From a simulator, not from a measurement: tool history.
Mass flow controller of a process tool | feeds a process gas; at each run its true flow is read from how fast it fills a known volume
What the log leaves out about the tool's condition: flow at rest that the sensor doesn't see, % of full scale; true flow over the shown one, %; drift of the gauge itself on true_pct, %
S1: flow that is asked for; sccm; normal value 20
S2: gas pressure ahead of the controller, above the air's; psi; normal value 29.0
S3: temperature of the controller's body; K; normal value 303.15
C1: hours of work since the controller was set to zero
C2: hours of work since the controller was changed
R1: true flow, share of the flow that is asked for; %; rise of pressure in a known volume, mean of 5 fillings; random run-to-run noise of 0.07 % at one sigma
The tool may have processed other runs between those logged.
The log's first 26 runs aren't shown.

run	hour	S1	S2	S3	C1	C2	R1
27	2351.4	19	29.0	303.15	5308	5308	99.01
28	2414.8	41	31.9	311.15	5355	5355	100.88
29	2546.5	41	31.9	311.15	5454	5454	100.84
30	2613.2	19	36.4	309.15	5504	5504	99.65
31	2701.0	16	36.7	309.15	5569	5569	99.71
32	2785.1	12	29.0	303.15	5632	5632	98.85
33	2857.7	19	27.8	307.15	5686	5686	99.53
34	2933.5	11	28.3	312.15	5743	5743	99.84
35	3060.2	11	28.3	312.15	5838	5838	99.70
36	3131.7	21	31.5	305.15	5892	5892	99.41
37	3201.3	28	31.5	305.15	5944	5944	99.68
38	3286.8	28	31.5	305.15	6008	6008	99.73
39	3387.9	48	23.1	311.15	6083	6083	101.16
40	3511.7	48	23.1	311.15	6176	6176	101.27
41	3567.4	48	23.1	311.15	6218	6218	101.27
42	3628.3	6	23.6	311.15	6263	6263	99.55
43	3745.2	5	26.0	308.15	6351	6351	99.04

3 ways to go on from here, each from the tool as it stands after run 43. What would each give?
A	3810.0	31	30.0	294.15	6399	6399	?
B	3810.0	5	26.0	294.15	6399	6399	?
C	3810.0	20	24.1	311.15	6399	6399	?

run	R1
A	98.82
B	97.81
C	100.11
With no hidden state in the tool, these same runs would have given:
run	R1
A	98.83
B	97.84
C	100.12
